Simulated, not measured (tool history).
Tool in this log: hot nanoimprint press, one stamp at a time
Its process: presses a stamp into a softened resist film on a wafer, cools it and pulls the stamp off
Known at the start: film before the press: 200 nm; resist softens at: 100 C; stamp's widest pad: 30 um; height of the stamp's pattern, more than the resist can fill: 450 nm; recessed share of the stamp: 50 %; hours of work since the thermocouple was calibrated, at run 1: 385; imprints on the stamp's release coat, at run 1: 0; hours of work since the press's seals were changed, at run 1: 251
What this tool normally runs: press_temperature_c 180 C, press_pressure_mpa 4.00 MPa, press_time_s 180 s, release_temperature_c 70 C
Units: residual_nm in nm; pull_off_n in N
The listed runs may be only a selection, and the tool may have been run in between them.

run	hour	press_temperature_c	press_pressure_mpa	press_time_s	release_temperature_c	hours of work since the thermocouple was calibrated	imprints on the stamp's release coat	hours of work since the press's seals were changed	residual_nm	pull_off_n
1	0.0	180	4.00	180	70	385	0	251	100.9	132
2	16.8	173	4.00	180	70	393	63	259	129.0	129
3	30.0	173	4.00	180	70	399	113	265	128.4	131
4	47.2	173	4.00	190	70	408	178	274	126.3	127
5	59.5	180	4.00	180	70	414	224	280	100.7	131
6	69.6	180	4.00	180	70	419	262	285	101.2	136
7	77.9	180	4.00	180	70	423	294	289	101.0	136
8	86.8	180	4.00	180	70	427	327	293	101.8	134
9	95.2	180	4.00	180	70	431	359	297	101.8	138
10	110.1	180	4.00	126	70	439	415	304	113.3	134
11	121.9	173	4.00	180	70	444	459	310	126.6	139
12	132.5	169	4.00	287	70	450	499	315	127.3	140
13	145.3	180	4.00	123	73	456	547	322	116.4	130
14	155.9	180	4.00	123	73	461	588	327	114.7	131
# hour 172.2: stamp cleaned and given a new release coat
15	173.1	180	5.24	268	70	466	4	332	77.5	128
16	184.4	178	4.91	180	70	472	46	338	100.9	131
17	197.6	178	4.91	180	70	478	96	344	101.2	125
18	211.5	180	6.35	130	62	485	149	351	95.6	156

Run 19 has not been measured yet. What should we expect?
19	223.6	180	6.35	130	62	491	194	357	?	?

residual_nm: 96.0 nm
pull_off_n: 158 N
Take away the tool's hidden state, keep the run-to-run variation as it was, and the same run would have given residual_nm 101.8 nm, pull_off_n 158 N.
